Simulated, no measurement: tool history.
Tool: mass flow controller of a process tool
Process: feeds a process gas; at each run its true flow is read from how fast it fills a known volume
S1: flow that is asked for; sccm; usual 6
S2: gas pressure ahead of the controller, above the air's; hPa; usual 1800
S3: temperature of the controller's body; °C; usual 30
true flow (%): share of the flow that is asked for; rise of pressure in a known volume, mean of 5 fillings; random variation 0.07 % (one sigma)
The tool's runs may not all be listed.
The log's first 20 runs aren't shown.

run 21 hour=1509.0 | S1=6 S2=2790 S3=31 | true_flow_(%)=99.75
run 22 hour=1599.9 | S1=16 S2=1970 S3=39 | true_flow_(%)=100.61
run 23 hour=1686.0 | S1=7 S2=2010 S3=34 | true_flow_(%)=100.15
run 24 hour=1755.0 | S1=9 S2=2080 S3=24 | true_flow_(%)=100.93
run 25 hour=1798.5 | S1=6 S2=1800 S3=40 | true_flow_(%)=100.03
run 26 hour=1880.8 | S1=2 S2=1720 S3=26 | true_flow_(%)=100.67
run 27 hour=1920.9 | S1=2 S2=1720 S3=26 | true_flow_(%)=100.78
run 28 hour=1981.8 | S1=7 S2=2370 S3=22 | true_flow_(%)=101.27
run 29 hour=2022.1 | S1=3 S2=1800 S3=30 | true_flow_(%)=100.71
run 30 hour=2064.0 | S1=4 S2=2520 S3=27 | true_flow_(%)=100.57
run 31 hour=2134.9 | S1=4 S2=2520 S3=27 | true_flow_(%)=100.64
run 32 hour=2187.9 | S1=6 S2=2130 S3=37 | true_flow_(%)=100.48
run 33 hour=2261.2 | S1=6 S2=2130 S3=37 | true_flow_(%)=100.65

Forecast each of these 4 alternatives for the next run:
-- hour=2334.5 gauge calibrated
run A hour=2354.3 | S1=8 S2=2130 S3=22 | true_flow_(%)=?
-- hour=2334.5 gauge calibrated
run B hour=2354.3 | S1=17 S2=2130 S3=37 | true_flow_(%)=?
-- hour=2334.5 gauge calibrated
run C hour=2354.3 | S1=12 S2=1830 S3=33 | true_flow_(%)=?
-- hour=2334.5 gauge calibrated
run D hour=2354.3 | S1=6 S2=2170 S3=37 | true_flow_(%)=?

run=A true_flow_(%)=99.13
run=B true_flow_(%)=98.89
run=C true_flow_(%)=98.92
run=D true_flow_(%)=98.05
Without the tool's hidden state the same runs would have given:
run=A true_flow_(%)=99.10
run=B true_flow_(%)=98.86
run=C true_flow_(%)=98.89
run=D true_flow_(%)=98.01

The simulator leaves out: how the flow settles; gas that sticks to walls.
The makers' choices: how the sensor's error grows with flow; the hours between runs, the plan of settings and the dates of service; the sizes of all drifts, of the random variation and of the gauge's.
